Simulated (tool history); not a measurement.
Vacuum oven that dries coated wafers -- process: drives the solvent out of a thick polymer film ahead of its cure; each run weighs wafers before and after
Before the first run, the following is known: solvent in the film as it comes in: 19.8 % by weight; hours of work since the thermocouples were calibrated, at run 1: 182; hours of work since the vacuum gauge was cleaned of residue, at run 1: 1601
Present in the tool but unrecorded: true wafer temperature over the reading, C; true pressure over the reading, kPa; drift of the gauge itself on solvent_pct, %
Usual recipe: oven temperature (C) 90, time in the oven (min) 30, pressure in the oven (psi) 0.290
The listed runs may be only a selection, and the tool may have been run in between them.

| run | day | oven temperature (C) | time in the oven (min) | pressure in the oven (psi) | hours of work since the thermocouples were calibrated | hours of work since the vacuum gauge was cleaned of residue | solvent left in the film (%) |
|---|---|---|---|---|---|---|---|
| 1 | 0.000 | 90 | 30 | 0.290 | 182 | 1601 | 3.21 |
| 2 | 1.758 | 90 | 30 | 0.228 | 212 | 1631 | 2.86 |
| 3 | 3.946 | 90 | 30 | 0.228 | 250 | 1669 | 2.93 |
| 4 | 6.396 | 90 | 30 | 0.795 | 292 | 1711 | 5.40 |
| 5 | 8.646 | 90 | 30 | 0.290 | 331 | 1750 | 3.26 |
| 6 | 10.171 | 90 | 30 | 0.290 | 357 | 1776 | 3.26 |
| 7 | 11.971 | 80 | 30 | 0.290 | 388 | 1807 | 6.63 |
| 8 | 13.150 | 80 | 30 | 0.290 | 409 | 1828 | 6.49 |
| 9 | 14.917 | 80 | 30 | 0.290 | 439 | 1858 | 6.49 |
| 10 | 17.271 | 80 | 30 | 0.290 | 480 | 1899 | 6.61 |
| 11 | 18.983 | 90 | 34 | 0.290 | 509 | 1928 | 2.92 |
| 12 | 21.412 | 90 | 34 | 0.290 | 551 | 1970 | 2.93 |
| 13 | 23.538 | 90 | 20 | 0.290 | 588 | 2007 | 5.12 |
| 14 | 24.762 | 96 | 48 | 0.162 | 609 | 2028 | 1.03 |
|  | 25.054 | oven's thermocouples calibrated |
| 15 | 26.325 | 96 | 48 | 0.162 | 22 | 2054 | 1.07 |
| 16 | 28.675 | 84 | 23 | 0.202 | 63 | 2094 | 6.49 |
|  | 30.325 | oven's thermocouples calibrated, once more |
| 17 | 31.058 | 88 | 36 | 0.631 | 13 | 2134 | 4.39 |
| 18 | 32.238 | 88 | 36 | 0.631 | 33 | 2154 | 4.53 |
| 19 | 33.804 | 88 | 15 | 0.157 | 60 | 2181 | 6.27 |
| 20 | 36.146 | 98 | 26 | 0.377 | 101 | 2222 | 2.15 |
| 21 | 38.092 | 98 | 38 | 0.377 | 134 | 2255 | 1.71 |

Consider 4 possible next runs. They are alternatives, not a sequence: every one starts from the tool as it was left by run 21. What does each give?
| A | 39.333 | 97 | 25 | 0.377 | 155 | 2277 | ? |
| B | 39.333 | 80 | 32 | 1.102 | 155 | 2277 | ? |
| C | 39.333 | 105 | 38 | 0.754 | 155 | 2277 | ? |
| D | 39.333 | 98 | 20 | 0.619 | 155 | 2277 | ? |

| run | solvent left in the film (%) |
|---|---|
| A | 2.40 |
| B | 10.36 |
| C | 2.21 |
| D | 3.53 |
Had the tool no hidden state, the same runs would have come out as:
| run | solvent left in the film (%) |
|---|---|
| A | 2.11 |
| B | 9.93 |
| C | 1.98 |
| D | 3.28 |
